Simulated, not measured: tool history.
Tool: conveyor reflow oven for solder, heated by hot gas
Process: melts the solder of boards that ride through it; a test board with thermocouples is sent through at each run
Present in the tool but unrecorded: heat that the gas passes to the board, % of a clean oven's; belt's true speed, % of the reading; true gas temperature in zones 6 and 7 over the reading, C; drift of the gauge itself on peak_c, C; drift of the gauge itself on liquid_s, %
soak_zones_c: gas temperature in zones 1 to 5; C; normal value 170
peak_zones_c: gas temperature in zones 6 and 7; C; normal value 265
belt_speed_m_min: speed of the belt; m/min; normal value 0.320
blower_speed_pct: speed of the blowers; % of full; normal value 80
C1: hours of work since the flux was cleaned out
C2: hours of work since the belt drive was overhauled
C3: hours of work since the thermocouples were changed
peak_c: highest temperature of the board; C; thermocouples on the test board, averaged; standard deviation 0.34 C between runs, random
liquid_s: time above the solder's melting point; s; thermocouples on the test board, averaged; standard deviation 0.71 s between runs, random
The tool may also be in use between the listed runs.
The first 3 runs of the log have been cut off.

{"run": 4, "hour": 32.8, "soak_zones_c": 170, "peak_zones_c": 262, "belt_speed_m_min": 0.32, "blower_speed_pct": 80, "C1": 216, "C2": 204, "C3": 378, "peak_c": 249.0, "liquid_s": 81.1}
{"run": 5, "hour": 39.0, "soak_zones_c": 170, "peak_zones_c": 262, "belt_speed_m_min": 0.32, "blower_speed_pct": 80, "C1": 218, "C2": 206, "C3": 380, "peak_c": 249.6, "liquid_s": 80.8}
{"run": 6, "hour": 50.6, "soak_zones_c": 170, "peak_zones_c": 262, "belt_speed_m_min": 0.32, "blower_speed_pct": 80, "C1": 223, "C2": 211, "C3": 385, "peak_c": 249.3, "liquid_s": 80.4}
{"run": 7, "hour": 58.8, "soak_zones_c": 170, "peak_zones_c": 262, "belt_speed_m_min": 0.32, "blower_speed_pct": 80, "C1": 226, "C2": 214, "C3": 388, "peak_c": 249.3, "liquid_s": 81.2}
{"run": 8, "hour": 66.9, "soak_zones_c": 170, "peak_zones_c": 262, "belt_speed_m_min": 0.32, "blower_speed_pct": 80, "C1": 230, "C2": 218, "C3": 392, "peak_c": 249.3, "liquid_s": 80.2}
{"run": 9, "hour": 72.3, "soak_zones_c": 170, "peak_zones_c": 270, "belt_speed_m_min": 0.32, "blower_speed_pct": 80, "C1": 232, "C2": 220, "C3": 394, "peak_c": 256.3, "liquid_s": 86.6}
{"run": 10, "hour": 80.7, "soak_zones_c": 162, "peak_zones_c": 265, "belt_speed_m_min": 0.32, "blower_speed_pct": 80, "C1": 235, "C2": 223, "C3": 397, "peak_c": 250.6, "liquid_s": 76.9}
{"run": 11, "hour": 87.8, "soak_zones_c": 162, "peak_zones_c": 265, "belt_speed_m_min": 0.32, "blower_speed_pct": 80, "C1": 238, "C2": 226, "C3": 400, "peak_c": 249.7, "liquid_s": 78.9}
{"run": 12, "hour": 93.2, "soak_zones_c": 162, "peak_zones_c": 265, "belt_speed_m_min": 0.32, "blower_speed_pct": 80, "C1": 240, "C2": 229, "C3": 402, "peak_c": 250.0, "liquid_s": 77.4}
{"run": 13, "hour": 105.5, "soak_zones_c": 162, "peak_zones_c": 265, "belt_speed_m_min": 0.32, "blower_speed_pct": 80, "C1": 245, "C2": 234, "C3": 407, "peak_c": 249.9, "liquid_s": 77.3}
{"run": 14, "hour": 111.6, "soak_zones_c": 162, "peak_zones_c": 265, "belt_speed_m_min": 0.32, "blower_speed_pct": 80, "C1": 248, "C2": 236, "C3": 410, "peak_c": 250.5, "liquid_s": 77.9}
{"run": 15, "hour": 120.0, "soak_zones_c": 162, "peak_zones_c": 265, "belt_speed_m_min": 0.32, "blower_speed_pct": 80, "C1": 251, "C2": 240, "C3": 413, "peak_c": 251.3, "liquid_s": 78.4}
{"run": 16, "hour": 126.9, "soak_zones_c": 162, "peak_zones_c": 265, "belt_speed_m_min": 0.32, "blower_speed_pct": 80, "C1": 254, "C2": 242, "C3": 416, "peak_c": 250.0, "liquid_s": 78.4}
{"run": 17, "hour": 136.6, "soak_zones_c": 162, "peak_zones_c": 265, "belt_speed_m_min": 0.344, "blower_speed_pct": 80, "C1": 258, "C2": 246, "C3": 420, "peak_c": 247.6, "liquid_s": 68.2}
{"run": 18, "hour": 142.2, "soak_zones_c": 162, "peak_zones_c": 265, "belt_speed_m_min": 0.344, "blower_speed_pct": 80, "C1": 261, "C2": 249, "C3": 422, "peak_c": 247.8, "liquid_s": 67.8}
{"run": 19, "hour": 153.7, "soak_zones_c": 179, "peak_zones_c": 265, "belt_speed_m_min": 0.368, "blower_speed_pct": 80, "C1": 265, "C2": 253, "C3": 427, "peak_c": 248.8, "liquid_s": 70.8}
{"run": 20, "hour": 160.8, "soak_zones_c": 179, "peak_zones_c": 265, "belt_speed_m_min": 0.368, "blower_speed_pct": 80, "C1": 268, "C2": 256, "C3": 430, "peak_c": 249.2, "liquid_s": 72.9}
{"run": 21, "hour": 169.1, "soak_zones_c": 181, "peak_zones_c": 258, "belt_speed_m_min": 0.329, "blower_speed_pct": 66, "C1": 272, "C2": 260, "C3": 434, "peak_c": 243.5, "liquid_s": 73.8}
{"run": 22, "hour": 182.1, "soak_zones_c": 175, "peak_zones_c": 276, "belt_speed_m_min": 0.375, "blower_speed_pct": 64, "C1": 277, "C2": 265, "C3": 439, "peak_c": 251.4, "liquid_s": 69.4}
{"run": 23, "hour": 190.6, "soak_zones_c": 175, "peak_zones_c": 276, "belt_speed_m_min": 0.375, "blower_speed_pct": 64, "C1": 280, "C2": 269, "C3": 442, "peak_c": 251.5, "liquid_s": 69.2}
{"run": 24, "hour": 199.0, "soak_zones_c": 175, "peak_zones_c": 276, "belt_speed_m_min": 0.375, "blower_speed_pct": 64, "C1": 284, "C2": 272, "C3": 446, "peak_c": 251.5, "liquid_s": 68.3}
{"hour": 214.7, "done": "flux residue cleaned out of gas plates and filters"}
{"run": 25, "hour": 216.9, "soak_zones_c": 175, "peak_zones_c": 276, "belt_speed_m_min": 0.375, "blower_speed_pct": 64, "C1": 1, "C2": 277, "C3": 451, "peak_c": 254.7, "liquid_s": 74.2}
{"run": 26, "hour": 227.3, "soak_zones_c": 177, "peak_zones_c": 273, "belt_speed_m_min": 0.347, "blower_speed_pct": 53, "C1": 5, "C2": 282, "C3": 455, "peak_c": 251.2, "liquid_s": 76.1}
{"run": 27, "hour": 234.3, "soak_zones_c": 171, "peak_zones_c": 273, "belt_speed_m_min": 0.347, "blower_speed_pct": 53, "C1": 8, "C2": 284, "C3": 458, "peak_c": 250.2, "liquid_s": 71.8}
{"run": 28, "hour": 240.9, "soak_zones_c": 175, "peak_zones_c": 254, "belt_speed_m_min": 0.364, "blower_speed_pct": 60, "C1": 11, "C2": 287, "C3": 461, "peak_c": 236.2, "liquid_s": 52.9}

Run 29 is up next; what results do you expect?
{"run": 29, "hour": 251.2, "soak_zones_c": 175, "peak_zones_c": 254, "belt_speed_m_min": 0.364, "blower_speed_pct": 60, "C1": 15, "C2": 291, "C3": 465, "peak_c": "?", "liquid_s": "?"}

Run 29 produced peak_c 236.8 C, liquid_s 53.4 s.
Had the tool carried no hidden state, the very same run would have given peak_c 236.3 C, liquid_s 52.2 s.
